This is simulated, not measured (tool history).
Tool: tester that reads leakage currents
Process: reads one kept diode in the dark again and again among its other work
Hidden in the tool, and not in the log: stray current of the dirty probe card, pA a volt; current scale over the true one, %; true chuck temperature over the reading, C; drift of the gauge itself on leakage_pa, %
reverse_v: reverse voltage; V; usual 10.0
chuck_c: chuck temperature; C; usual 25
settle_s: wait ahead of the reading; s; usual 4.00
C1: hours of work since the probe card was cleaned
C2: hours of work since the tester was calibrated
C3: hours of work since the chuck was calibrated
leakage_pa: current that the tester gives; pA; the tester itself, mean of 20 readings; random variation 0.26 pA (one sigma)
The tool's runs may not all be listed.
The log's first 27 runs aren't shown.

{"run": 28, "hour": 1385.8, "reverse_v": 2.8, "chuck_c": 38, "settle_s": 6.74, "C1": 286, "C2": 1392, "C3": 383, "leakage_pa": 148.97}
{"run": 29, "hour": 1451.0, "reverse_v": 2.8, "chuck_c": 38, "settle_s": 6.74, "C1": 326, "C2": 1432, "C3": 424, "leakage_pa": 148.19}
{"run": 30, "hour": 1501.4, "reverse_v": 2.8, "chuck_c": 38, "settle_s": 6.74, "C1": 357, "C2": 1463, "C3": 455, "leakage_pa": 147.84}
{"run": 31, "hour": 1572.4, "reverse_v": 16.8, "chuck_c": 22, "settle_s": 6.74, "C1": 401, "C2": 1507, "C3": 499, "leakage_pa": 86.07}
{"run": 32, "hour": 1619.5, "reverse_v": 16.2, "chuck_c": 25, "settle_s": 0.49, "C1": 430, "C2": 1536, "C3": 528, "leakage_pa": 111.28}
{"run": 33, "hour": 1659.2, "reverse_v": 7.5, "chuck_c": 25, "settle_s": 0.32, "C1": 455, "C2": 1561, "C3": 552, "leakage_pa": 76.47}
{"run": 34, "hour": 1732.5, "reverse_v": 7.5, "chuck_c": 25, "settle_s": 0.32, "C1": 500, "C2": 1606, "C3": 598, "leakage_pa": 76.76}
{"run": 35, "hour": 1764.0, "reverse_v": 7.5, "chuck_c": 25, "settle_s": 0.32, "C1": 520, "C2": 1626, "C3": 617, "leakage_pa": 76.89}
{"run": 36, "hour": 1839.6, "reverse_v": 7.5, "chuck_c": 25, "settle_s": 0.32, "C1": 566, "C2": 1672, "C3": 664, "leakage_pa": 77.62}
{"run": 37, "hour": 1871.8, "reverse_v": 7.5, "chuck_c": 25, "settle_s": 0.32, "C1": 586, "C2": 1692, "C3": 684, "leakage_pa": 77.28}
{"run": 38, "hour": 1931.8, "reverse_v": 6.5, "chuck_c": 59, "settle_s": 0.41, "C1": 623, "C2": 1729, "C3": 721, "leakage_pa": 1104.3}
{"run": 39, "hour": 1969.3, "reverse_v": 7.6, "chuck_c": 25, "settle_s": 2.93, "C1": 647, "C2": 1753, "C3": 744, "leakage_pa": 76.11}

Forecast each of these 3 alternatives for the next run:
{"run": "A", "hour": 2040.2, "reverse_v": 3.3, "chuck_c": 25, "settle_s": 0.97, "C1": 690, "C2": 1796, "C3": 788, "leakage_pa": "?"}
{"run": "B", "hour": 2040.2, "reverse_v": 6.4, "chuck_c": 25, "settle_s": 4.0, "C1": 690, "C2": 1796, "C3": 788, "leakage_pa": "?"}
{"run": "C", "hour": 2040.2, "reverse_v": 10.0, "chuck_c": 44, "settle_s": 0.55, "C1": 690, "C2": 1796, "C3": 788, "leakage_pa": "?"}

run=A leakage_pa=51.17
run=B leakage_pa=69.68
run=C leakage_pa=413.26
Without the tool's hidden state the same runs would have given:
run=A leakage_pa=53.25
run=B leakage_pa=70.26
run=C leakage_pa=445.36
